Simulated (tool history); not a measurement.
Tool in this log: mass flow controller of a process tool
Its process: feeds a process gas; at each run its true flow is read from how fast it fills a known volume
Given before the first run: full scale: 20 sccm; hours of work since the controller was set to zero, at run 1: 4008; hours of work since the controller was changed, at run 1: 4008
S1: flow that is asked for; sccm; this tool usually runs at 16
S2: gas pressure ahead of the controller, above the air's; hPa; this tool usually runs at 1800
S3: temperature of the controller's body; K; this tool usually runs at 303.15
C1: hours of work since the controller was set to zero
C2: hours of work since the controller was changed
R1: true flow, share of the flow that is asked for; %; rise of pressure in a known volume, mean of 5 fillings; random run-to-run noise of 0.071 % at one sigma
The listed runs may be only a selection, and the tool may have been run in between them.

run 1 hour=0 | S1=16 S2=1800 S3=303.15 | C1=4008 C2=4008 | R1=99.33
run 2 hour=150.7 | S1=16 S2=1800 S3=303.15 | C1=4104 C2=4104 | R1=99.26
run 3 hour=310.2 | S1=16 S2=1800 S3=303.15 | C1=4205 C2=4205 | R1=99.15
run 4 hour=480.5 | S1=16 S2=1800 S3=307.15 | C1=4312 C2=4312 | R1=98.67
run 5 hour=577.1 | S1=16 S2=1800 S3=294.15 | C1=4374 C2=4374 | R1=99.69
run 6 hour=736.5 | S1=16 S2=1800 S3=294.15 | C1=4474 C2=4474 | R1=99.62
run 7 hour=832.6 | S1=16 S2=1800 S3=303.15 | C1=4535 C2=4535 | R1=98.82
run 8 hour=998.4 | S1=16 S2=1800 S3=303.15 | C1=4640 C2=4640 | R1=98.59
run 9 hour=1122.9 | S1=16 S2=1590 S3=303.15 | C1=4719 C2=4719 | R1=98.55
run 10 hour=1292.7 | S1=16 S2=1590 S3=303.15 | C1=4826 C2=4826 | R1=98.5
run 11 hour=1414.9 | S1=16 S2=1590 S3=303.15 | C1=4904 C2=4904 | R1=98.33
run 12 hour=1557.8 | S1=16 S2=1590 S3=303.15 | C1=4994 C2=4994 | R1=98.2
run 13 hour=1720.2 | S1=16 S2=1800 S3=303.15 | C1=5097 C2=5097 | R1=97.98
run 14 hour=1816.7 | S1=16 S2=1800 S3=294.15 | C1=5158 C2=5158 | R1=98.63
run 15 hour=1985.7 | S1=3 S2=1800 S3=303.15 | C1=5265 C2=5265 | R1=97.23
run 16 hour=2156.6 | S1=3 S2=1800 S3=303.15 | C1=5373 C2=5373 | R1=96.99
run 17 hour=2228.3 | S1=3 S2=1800 S3=303.15 | C1=5418 C2=5418 | R1=97.01
run 18 hour=2327 | S1=3 S2=1800 S3=303.15 | C1=5481 C2=5481 | R1=96.84
run 19 hour=2495.6 | S1=3 S2=1800 S3=303.15 | C1=5588 C2=5588 | R1=96.75
run 20 hour=2574.3 | S1=3 S2=1800 S3=303.15 | C1=5637 C2=5637 | R1=96.61
run 21 hour=2647.1 | S1=3 S2=1800 S3=303.15 | C1=5683 C2=5683 | R1=96.65
run 22 hour=2791.5 | S1=3 S2=1800 S3=303.15 | C1=5775 C2=5775 | R1=96.57
run 23 hour=2949.6 | S1=3 S2=1800 S3=303.15 | C1=5875 C2=5875 | R1=96.26
-- hour=2993.5 gauge calibrated
run 24 hour=3031.4 | S1=3 S2=1800 S3=303.15 | C1=5927 C2=5927 | R1=98.73
run 25 hour=3183.8 | S1=3 S2=1800 S3=303.15 | C1=6023 C2=6023 | R1=98.69
run 26 hour=3332.8 | S1=3 S2=1800 S3=299.15 | C1=6117 C2=6117 | R1=98.99
run 27 hour=3433.2 | S1=3 S2=1800 S3=299.15 | C1=6181 C2=6181 | R1=98.82
run 28 hour=3588.7 | S1=3 S2=1800 S3=300.15 | C1=6279 C2=6279 | R1=98.48
run 29 hour=3665.8 | S1=5 S2=2720 S3=297.15 | C1=6328 C2=6328 | R1=98.62
run 30 hour=3795.1 | S1=5 S2=2720 S3=297.15 | C1=6410 C2=6410 | R1=98.51
run 31 hour=3910.5 | S1=8 S2=2180 S3=302.15 | C1=6483 C2=6483 | R1=98.2
run 32 hour=4036.9 | S1=8 S2=2140 S3=306.15 | C1=6563 C2=6563 | R1=97.87
run 33 hour=4201.7 | S1=14 S2=1640 S3=310.15 | C1=6667 C2=6667 | R1=97.77
run 34 hour=4373.6 | S1=2 S2=1570 S3=306.15 | C1=6776 C2=6776 | R1=97.4
run 35 hour=4529.5 | S1=2 S2=1570 S3=306.15 | C1=6874 C2=6874 | R1=97.28
run 36 hour=4614.5 | S1=16 S2=2420 S3=303.15 | C1=6928 C2=6928 | R1=98.04
run 37 hour=4764.5 | S1=2 S2=2050 S3=301.15 | C1=7023 C2=7023 | R1=97.3
run 38 hour=4871 | S1=2 S2=1500 S3=302.15 | C1=7091 C2=7091 | R1=97.15
run 39 hour=5022.2 | S1=4 S2=1800 S3=303.15 | C1=7186 C2=7186 | R1=97.16
run 40 hour=5106.9 | S1=12 S2=1440 S3=302.15 | C1=7240 C2=7240 | R1=97.68
run 41 hour=5230.5 | S1=4 S2=1800 S3=303.15 | C1=7318 C2=7318 | R1=96.99
run 42 hour=5352.4 | S1=4 S2=1800 S3=311.15 | C1=7395 C2=7395 | R1=96.1
run 43 hour=5433.1 | S1=7 S2=1800 S3=308.15 | C1=7446 C2=7446 | R1=96.55
run 44 hour=5597.6 | S1=5 S2=2550 S3=300.15 | C1=7550 C2=7550 | R1=96.77
run 45 hour=5748.8 | S1=7 S2=2690 S3=306.15 | C1=7646 C2=7646 | R1=96.25
run 46 hour=5835 | S1=4 S2=2720 S3=300.15 | C1=7701 C2=7701 | R1=96.48
run 47 hour=5929.1 | S1=7 S2=2720 S3=300.15 | C1=7760 C2=7760 | R1=96.51
run 48 hour=6055.2 | S1=16 S2=2430 S3=299.15 | C1=7840 C2=7840 | R1=97.14

4 options for the next run, each taken on its own from the tool as it stands now. Forecast them:
run A hour=6163.5 | S1=17 S2=1800 S3=299.15 | C1=7908 C2=7908 | R1=?
run B hour=6163.5 | S1=16 S2=2430 S3=295.15 | C1=7908 C2=7908 | R1=?
run C hour=6163.5 | S1=8 S2=2400 S3=305.15 | C1=7908 C2=7908 | R1=?
run D hour=6163.5 | S1=16 S2=2280 S3=295.15 | C1=7908 C2=7908 | R1=?

run=A R1=97.22
run=B R1=97.32
run=C R1=96.22
run=D R1=97.45
Had the tool no hidden state, the same runs would have come out as:
run=A R1=99.83
run=B R1=99.93
run=C R1=98.81
run=D R1=100.06

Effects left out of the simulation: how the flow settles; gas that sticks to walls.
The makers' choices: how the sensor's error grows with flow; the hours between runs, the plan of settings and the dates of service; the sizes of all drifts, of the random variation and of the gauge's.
